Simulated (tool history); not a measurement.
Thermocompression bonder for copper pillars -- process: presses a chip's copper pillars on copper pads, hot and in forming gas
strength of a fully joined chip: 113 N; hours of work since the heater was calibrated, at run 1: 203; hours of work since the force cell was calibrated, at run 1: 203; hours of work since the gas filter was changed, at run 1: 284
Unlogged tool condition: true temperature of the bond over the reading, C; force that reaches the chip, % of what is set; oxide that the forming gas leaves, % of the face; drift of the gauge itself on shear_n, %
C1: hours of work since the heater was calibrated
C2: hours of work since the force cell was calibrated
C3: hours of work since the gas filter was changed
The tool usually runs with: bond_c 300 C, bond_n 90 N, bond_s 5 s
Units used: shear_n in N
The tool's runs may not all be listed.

run 1 hour=0 | bond_c=300 bond_n=90 bond_s=5 | C1=203 C2=203 C3=284 | shear_n=69
run 2 hour=15.5 | bond_c=300 bond_n=90 bond_s=5 | C1=214 C2=214 C3=295 | shear_n=68.4
run 3 hour=26.5 | bond_c=300 bond_n=90 bond_s=5 | C1=222 C2=222 C3=303 | shear_n=68.7
run 4 hour=47.9 | bond_c=300 bond_n=90 bond_s=5 | C1=237 C2=237 C3=318 | shear_n=68.9
run 5 hour=66.1 | bond_c=300 bond_n=90 bond_s=5 | C1=250 C2=250 C3=330 | shear_n=68.6
run 6 hour=85.1 | bond_c=290 bond_n=90 bond_s=5 | C1=263 C2=263 C3=344 | shear_n=62
run 7 hour=107.2 | bond_c=290 bond_n=90 bond_s=5 | C1=279 C2=279 C3=359 | shear_n=61.1
run 8 hour=124 | bond_c=290 bond_n=90 bond_s=4 | C1=291 C2=291 C3=371 | shear_n=57.8
run 9 hour=133.6 | bond_c=300 bond_n=62 bond_s=5 | C1=297 C2=297 C3=378 | shear_n=54.3
run 10 hour=153 | bond_c=273 bond_n=100 bond_s=4 | C1=311 C2=311 C3=392 | shear_n=49.3
run 11 hour=162.7 | bond_c=273 bond_n=100 bond_s=4 | C1=318 C2=318 C3=399 | shear_n=49.4
run 12 hour=180.3 | bond_c=300 bond_n=90 bond_s=5 | C1=330 C2=330 C3=411 | shear_n=68.8
run 13 hour=192.6 | bond_c=300 bond_n=90 bond_s=6 | C1=339 C2=339 C3=420 | shear_n=73.1
run 14 hour=207.7 | bond_c=300 bond_n=90 bond_s=6 | C1=350 C2=350 C3=430 | shear_n=73.3
run 15 hour=220.8 | bond_c=300 bond_n=90 bond_s=6 | C1=359 C2=359 C3=440 | shear_n=72.4
-- hour=234.1 forming gas filter changed
run 16 hour=237.9 | bond_c=300 bond_n=90 bond_s=6 | C1=371 C2=371 C3=3 | shear_n=73.3

Here are 4 independent what-if runs from the current tool condition. What would each one return?
run A hour=257.5 | bond_c=300 bond_n=90 bond_s=5 | C1=384 C2=384 C3=16 | shear_n=?
run B hour=257.5 | bond_c=301 bond_n=71 bond_s=6 | C1=384 C2=384 C3=16 | shear_n=?
run C hour=257.5 | bond_c=300 bond_n=103 bond_s=3 | C1=384 C2=384 C3=16 | shear_n=?
run D hour=257.5 | bond_c=300 bond_n=58 bond_s=5 | C1=384 C2=384 C3=16 | shear_n=?

run=A shear_n=69.2
run=B shear_n=64.2
run=C shear_n=64.5
run=D shear_n=52.1
What these runs would have given with no unlogged condition in the tool:
run=A shear_n=68.4
run=B shear_n=63.5
run=C shear_n=63.8
run=D shear_n=51.5
